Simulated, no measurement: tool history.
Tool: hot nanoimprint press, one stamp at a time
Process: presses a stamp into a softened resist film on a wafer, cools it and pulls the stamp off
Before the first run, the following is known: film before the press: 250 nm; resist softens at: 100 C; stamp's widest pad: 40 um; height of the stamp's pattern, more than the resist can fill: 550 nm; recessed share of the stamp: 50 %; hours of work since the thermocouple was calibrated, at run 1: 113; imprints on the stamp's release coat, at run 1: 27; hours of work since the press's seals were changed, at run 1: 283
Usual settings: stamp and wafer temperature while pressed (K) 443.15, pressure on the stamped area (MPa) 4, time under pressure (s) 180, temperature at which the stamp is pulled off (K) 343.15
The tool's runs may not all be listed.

run,hour,stamp and wafer temperature while pressed (K),pressure on the stamped area (MPa),time under pressure (s),temperature at which the stamp is pulled off (K),hours of work since the thermocouple was calibrated,imprints on the stamp's release coat,hours of work since the press's seals were changed,resist left under the stamp's widest pad (nm),greatest force while the stamp is pulled off (N)
1,0,443.15,4,180,343.15,113,27,283,115.2,187
2,30.5,443.15,4,180,343.15,136,98,306,115.4,191
3,67.9,443.15,4,180,343.15,164,186,334,115.6,197
4,105,443.15,4,180,343.15,191,273,361,116.1,196
5,138.9,443.15,4,180,343.15,217,353,387,116.4,199
6,167.4,443.15,4,180,343.15,238,420,408,116.7,202
7,202.5,455.15,4,180,343.15,264,502,434,74.6,206
8,228.2,443.15,4,180,343.15,283,562,453,116.8,207
9,259.7,443.15,4,180,343.15,307,636,477,117.4,211
10,292.4,443.15,4,180,343.15,331,713,501,117.2,212
11,318.2,449.15,4,180,343.15,350,774,520,92.9,213
12,337.7,449.15,4,180,343.15,365,819,535,94.1,213
# hour 367.7: stamp cleaned and given a new release coat
13,367.7,449.15,4,180,343.15,382,0,552,94.3,189
14,383.8,449.15,4,180,343.15,394,38,564,94.1,192
15,420.2,449.15,4,180,343.15,422,123,592,94.2,195
16,444.9,449.15,4,180,343.15,440,181,610,94.3,195
17,474.3,437.15,2.5,132,347.15,462,250,632,192.5,182
18,495.1,443.15,2.7,221,343.15,477,299,647,135.6,199
19,516,450.15,4,180,330.15,493,348,663,91.7,265
20,555.5,450.15,4,137,338.15,522,441,692,100.9,228
# hour 562.1: plate thermocouple calibrated
21,596.8,443.15,4,180,344.15,26,530,721,116,197
22,624.7,443.15,4,180,344.15,47,596,741,116.5,202
23,652,443.15,4,180,344.15,67,660,762,117.2,203
24,668.2,443.15,4,180,344.15,79,698,774,116.4,204
25,698,445.15,4.24,206,338.15,101,768,796,100.4,235
26,718,445.15,5.22,337,340.15,116,815,811,75.5,229
27,739.9,452.15,3.19,180,343.15,132,867,827,94.7,216
# hour 748.5: stamp cleaned and given a new release coat
28,775,448.15,3.39,180,343.15,154,62,849,105.5,188
29,806.8,443.15,4,158,328.15,178,136,872,123.5,258
30,845.6,443.15,4.5,109,343.15,206,227,901,130.8,197

Table of differences, measured result less the result of that run with no hidden state. Run-to-run variation is the same in both. Gauge scatter possibly is not:
Hidden state at play: true temperature over the reading, C; pressure that arrives at the usual setting, %; grip of the stamp's worn release coat, % over a new coat's; drift of the gauge itself on residual_nm, %; drift of the gauge itself on pull_off_n, %.
run,resist left under the stamp's widest pad (nm),greatest force while the stamp is pulled off (N)
1,+1.9,+2
2,+2.2,+4
3,+2.5,+8
4,+2.8,+10
5,+3.1,+13
6,+3.4,+15
7,+2.3,+18
8,+3.9,+20
9,+4.2,+23
10,+4.5,+25
11,+3.8,+27
12,+4,+29
13,+4.1,+3
14,+4.3,+5
15,+4.4,+8
16,+4.6,+10
17,+5.6,+11
18,+6,+13
19,+5,+19
20,+5.7,+20
21,+3,+17
22,+3.2,+19
23,+3.5,+21
24,+3.7,+23
25,+3.6,+28
26,+3.5,+29
27,+3.1,+29
28,+3.7,+4
29,+5,+8
30,+5.9,+10

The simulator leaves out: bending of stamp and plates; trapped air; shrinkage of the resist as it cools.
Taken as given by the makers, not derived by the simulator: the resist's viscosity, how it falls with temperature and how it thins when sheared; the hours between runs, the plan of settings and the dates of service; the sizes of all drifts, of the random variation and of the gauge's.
